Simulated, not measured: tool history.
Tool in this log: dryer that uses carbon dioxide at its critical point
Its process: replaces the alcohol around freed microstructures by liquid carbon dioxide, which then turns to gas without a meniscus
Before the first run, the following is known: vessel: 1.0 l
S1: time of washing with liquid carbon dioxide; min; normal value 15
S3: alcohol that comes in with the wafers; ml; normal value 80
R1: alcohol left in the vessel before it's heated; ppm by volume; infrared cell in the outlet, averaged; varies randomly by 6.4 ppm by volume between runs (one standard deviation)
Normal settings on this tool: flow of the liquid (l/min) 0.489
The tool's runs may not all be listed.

Run 1, hour 0: usual settings. Result: R1 575 ppm by volume.
Run 2, hour 13.2: usual settings. Result: R1 576 ppm by volume.
At hour 24.5: inlet filter changed.
Run 3, hour 31.1: usual settings. Result: R1 316 ppm by volume.
Run 4, hour 46.6: usual settings. Result: R1 325 ppm by volume.
Run 5, hour 58.5: usual settings. Result: R1 325 ppm by volume.
Run 6, hour 75: usual settings. Result: R1 343 ppm by volume.
Run 7, hour 91.2: usual settings but S3 26 ml. Result: R1 160 ppm by volume.
Run 8, hour 100.7: usual settings but S3 26 ml. Result: R1 151 ppm by volume.
Run 9, hour 110.9: usual settings but S3 26 ml. Result: R1 154 ppm by volume.
Run 10, hour 123.2: usual settings but S3 24 ml. Result: R1 149 ppm by volume.
Run 11, hour 133.6: usual settings but S3 24 ml. Result: R1 159 ppm by volume.
Run 12, hour 155.8: usual settings. Result: R1 366 ppm by volume.
Run 13, hour 173.6: usual settings. Result: R1 359 ppm by volume.
Run 14, hour 185.9: usual settings. Result: R1 367 ppm by volume.
Run 15, hour 198.2: usual settings. Result: R1 373 ppm by volume.
Run 16, hour 220.4: usual settings but S1 17 min. Result: R1 224 ppm by volume.
Run 17, hour 240.1: usual settings but S1 13 min. Result: R1 728 ppm by volume.
Run 18, hour 258.4: usual settings but S1 13 min. Result: R1 748 ppm by volume.
Run 19, hour 273: usual settings but S1 13 min. Result: R1 775 ppm by volume.
Run 20, hour 294: usual settings but S1 13 min. Result: R1 755 ppm by volume.
Run 21, hour 311.3: usual settings but S1 12 min. Result: R1 1066 ppm by volume.
Run 22, hour 327.7: usual settings but S1 12 min. Result: R1 1096 ppm by volume.
Run 23, hour 350: usual settings but S1 12 min. Result: R1 1138 ppm by volume.
Run 24, hour 367: usual settings but S1 12 min. Result: R1 1116 ppm by volume.
Run 25, hour 379.8: usual settings but S1 11 min, flow of the liquid (l/min) 0.393, S3 72 ml. Result: R1 3048 ppm by volume.
Run 26, hour 400.8: usual settings but S1 11 min, flow of the liquid (l/min) 0.393, S3 72 ml. Result: R1 2947 ppm by volume.
Run 27, hour 420.5: usual settings but S1 11 min, flow of the liquid (l/min) 0.393, S3 72 ml. Result: R1 3149 ppm by volume.
Run 28, hour 437.4: usual settings but S1 11 min, flow of the liquid (l/min) 0.393, S3 72 ml. Result: R1 3085 ppm by volume.
Run 29, hour 459.1: usual settings but S1 13 min, flow of the liquid (l/min) 0.393, S3 25 ml. Result: R1 689 ppm by volume.
Run 30, hour 470.3: usual settings but S1 13 min, flow of the liquid (l/min) 0.393, S3 25 ml. Result: R1 703 ppm by volume.
Run 31, hour 483.1: usual settings but S1 13 min, flow of the liquid (l/min) 0.393, S3 25 ml. Result: R1 671 ppm by volume.
Run 32, hour 502: usual settings but S1 13 min, flow of the liquid (l/min) 0.673, S3 58 ml. Result: R1 203 ppm by volume.
Run 33, hour 524.3: usual settings but S1 13 min, flow of the liquid (l/min) 0.673, S3 62 ml. Result: R1 215 ppm by volume.
Run 34, hour 533.6: usual settings but S1 11 min, flow of the liquid (l/min) 0.73, S3 91 ml. Result: R1 367 ppm by volume.
Run 35, hour 553.7: usual settings but S1 11 min, flow of the liquid (l/min) 0.304, S3 64 ml. Result: R1 6003 ppm by volume.
Run 36, hour 570.1: usual settings but flow of the liquid (l/min) 0.304, S3 30 ml. Result: R1 1258 ppm by volume.
Run 37, hour 592: usual settings but S1 21 min, flow of the liquid (l/min) 0.613, S3 55 ml. Result: R1 122 ppm by volume.
Run 38, hour 606.5: usual settings but S1 21 min, flow of the liquid (l/min) 0.505, S3 55 ml. Result: R1 143 ppm by volume.
Run 39, hour 622.2: usual settings but S1 21 min, flow of the liquid (l/min) 0.505, S3 55 ml. Result: R1 141 ppm by volume.
Run 40, hour 633: usual settings but flow of the liquid (l/min) 0.475, S3 55 ml. Result: R1 451 ppm by volume.
Run 41, hour 645.2: usual settings but S1 9 min, flow of the liquid (l/min) 0.699, S3 82 ml. Result: R1 994 ppm by volume.
Run 42, hour 665.9: usual settings but S1 18 min, flow of the liquid (l/min) 0.438, S3 32 ml. Result: R1 234 ppm by volume.
Run 43, hour 678.4: usual settings but S1 9 min, flow of the liquid (l/min) 0.497. Result: R1 3427 ppm by volume.
Run 44, hour 689.7: usual settings but S1 11 min, flow of the liquid (l/min) 0.493, S3 51 ml. Result: R1 1184 ppm by volume.
Run 45, hour 707.9: usual settings but flow of the liquid (l/min) 0.538. Result: R1 382 ppm by volume.
Run 46, hour 722.9: usual settings but S1 21 min, S3 67 ml. Result: R1 180 ppm by volume.
Run 47, hour 735.8: usual settings but S1 18 min, flow of the liquid (l/min) 0.301, S3 67 ml. Result: R1 1578 ppm by volume.

Pick out some run-to-run changes in R1. Of each, how much would a tool without hidden state show as well, from the settings, what came in and chance, and how much is left for the hidden state and any gauge scatter not in both results compared?
The tool's hidden condition here consists of: flow that reaches the vessel past the clogged filter, %; alcohol in the recycled carbon dioxide, ppm; drift of the gauge itself on alcohol_ppm, %.
Run 34 -> 35: flow of the liquid (l/min) 0.73 -> 0.304, S3 91 -> 64. R1 +5636 ppm by volume: hidden state +907, all else +4729.
Run 35 -> 36: S1 11 -> 15, S3 64 -> 30. R1 -4745 ppm by volume: hidden state -730, all else -4015.
Run 42 -> 43: S1 18 -> 9, flow of the liquid (l/min) 0.438 -> 0.497, S3 32 -> 80. R1 +3193 ppm by volume: hidden state +823, all else +2370.

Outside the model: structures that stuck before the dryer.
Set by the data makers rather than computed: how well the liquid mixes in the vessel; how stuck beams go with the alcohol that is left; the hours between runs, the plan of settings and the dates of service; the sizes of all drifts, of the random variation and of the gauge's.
